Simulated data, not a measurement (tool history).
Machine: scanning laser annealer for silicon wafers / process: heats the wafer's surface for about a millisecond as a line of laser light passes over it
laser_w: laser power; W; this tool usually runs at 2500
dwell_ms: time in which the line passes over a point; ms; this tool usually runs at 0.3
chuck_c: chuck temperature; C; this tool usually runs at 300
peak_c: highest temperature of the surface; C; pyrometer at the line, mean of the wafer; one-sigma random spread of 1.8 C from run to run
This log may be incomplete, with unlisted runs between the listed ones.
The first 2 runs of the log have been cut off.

run     day  laser_w  dwell_ms  chuck_c  peak_c
      3.317  -- optics aligned, line set to its width
  3   3.367     2500       0.3      300    1009
  4   4.392     2500       0.3      300    1009
  5   6.496     2500       0.3      300    1008
  6   8.775     2500       0.3      300    1006
  7  10.175     2500       0.3      300    1002
  8  12.471     2500       0.3      300    1003
  9   14.65     2500       0.3      300    1002
 10   16.25     2500       0.3      300     997
 11  18.133     2500       0.3      309    1006
 12  19.742     2500       0.3      275     973
 13  22.175     2500       0.3      275     968
 14  23.717     2500       0.3      300     991
 15  24.921     2500       0.3      300     989
 16  25.962     2500       0.3      300     990
 17  27.242     2500       0.3      300     989
 18  29.038     2500       0.3      300     986
     30.212  -- window over the wafer cleaned
 19  31.121     2403     0.298      332    1018
 20  32.296     2403     0.298      332    1021
 21  34.121     2403     0.298      332    1020
 22  35.308     2403     0.298      333    1016
 23  36.962     2403     0.298      317    1001

Run 24 has not been measured yet. What should we expect?
 24  38.108     2403     0.298      317       ?

{"run 24": {"peak_c": 999}}
With the hidden condition absent and the run-to-run variation left alone, this run would have shown peak_c 1009 C.
